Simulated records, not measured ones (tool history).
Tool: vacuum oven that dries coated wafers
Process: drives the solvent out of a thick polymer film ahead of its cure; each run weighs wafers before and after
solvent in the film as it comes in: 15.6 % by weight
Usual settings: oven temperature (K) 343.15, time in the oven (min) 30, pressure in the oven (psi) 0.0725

run	hour	oven temperature (K)	time in the oven (min)	pressure in the oven (psi)	solvent left in the film (%)
1	0	343.15	30	0.0725	2.58
2	14.3	343.15	30	0.0725	2.49
3	34.2	343.15	30	0.0725	2.52
4	50.6	343.15	30	0.0725	2.56
5	64.1	343.15	30	0.0725	2.55
6	86.2	334.15	30	0.0725	5.59
7	103.7	343.15	30	0.0725	2.51
8	115.6	343.15	30	0.0725	2.59
9	137.2	343.15	30	0.0725	2.61
10	149.4	343.15	30	0.0725	2.6
11	170	343.15	30	0.0725	2.56
12	186.3	342.15	30	0.0725	2.86
13	203.8	342.15	30	0.0725	2.85
14	222.3	342.15	30	0.0725	2.89
15	235.2	342.15	30	0.0725	2.76
16	256	342.15	30	0.0725	2.9
17	274.2	342.15	30	0.0725	2.93
18	294.5	342.15	30	0.0725	2.72
19	316.7	343.15	30	0.0725	2.69
20	328.1	343.15	30	0.0725	2.7
21	337.6	343.15	30	0.0725	2.69
22	358.3	343.15	30	0.0725	2.66
23	367.9	343.15	30	0.0725	2.76
24	389.6	343.15	30	0.0725	2.65
25	412.3	343.15	30	0.041	2.48
26	426	343.15	30	0.0564	2.54
27	447.8	341.15	23	0.056	4.35
28	463	341.15	23	0.056	4.18
29	482.3	335.15	31	0.2482	6.68
30	494.1	335.15	41	0.0744	4.06
31	507.6	335.15	41	0.0744	4.09
32	520.2	335.15	41	0.0744	4.19
33	531.2	339.15	21	0.0537	5.34
34	541.2	343.15	26	0.2886	4.57
35	557.7	343.15	26	0.2886	4.51
36	578.6	330.15	48	0.2886	7.42
37	601.6	344.15	17	0.0725	4.67
38	614.6	344.15	17	0.0725	4.65
39	637.2	346.15	30	0.0693	1.88
40	651.7	332.15	30	0.0542	6.39
41	674.1	343.15	21	0.1088	4.4
42	688.9	334.15	28	0.0798	6.06
43	699.7	346.15	44	0.1047	1.46
44	710.5	338.15	34	0.1368	4.23
45	729.7	338.15	34	0.1368	4.34

The same runs without the tool's hidden state, with the same run-to-run variation:
The hidden state here: true wafer temperature over the reading, C; true pressure over the reading, kPa; drift of the gauge itself on solvent_pct, %.
run	solvent left in the film (%)
1	2.35
2	2.25
3	2.28
4	2.31
5	2.29
6	5.27
7	2.25
8	2.32
9	2.34
10	2.32
11	2.28
12	2.56
13	2.55
14	2.58
15	2.45
16	2.58
17	2.6
18	2.39
19	2.36
20	2.36
21	2.35
22	2.31
23	2.41
24	2.3
25	2.12
26	2.18
27	3.95
28	3.78
29	6.19
30	3.58
31	3.59
32	3.69
33	4.91
34	4.14
35	4.08
36	6.82
37	4.25
38	4.24
39	1.52
40	5.86
41	3.95
42	5.54
43	1.12
44	3.7
45	3.8
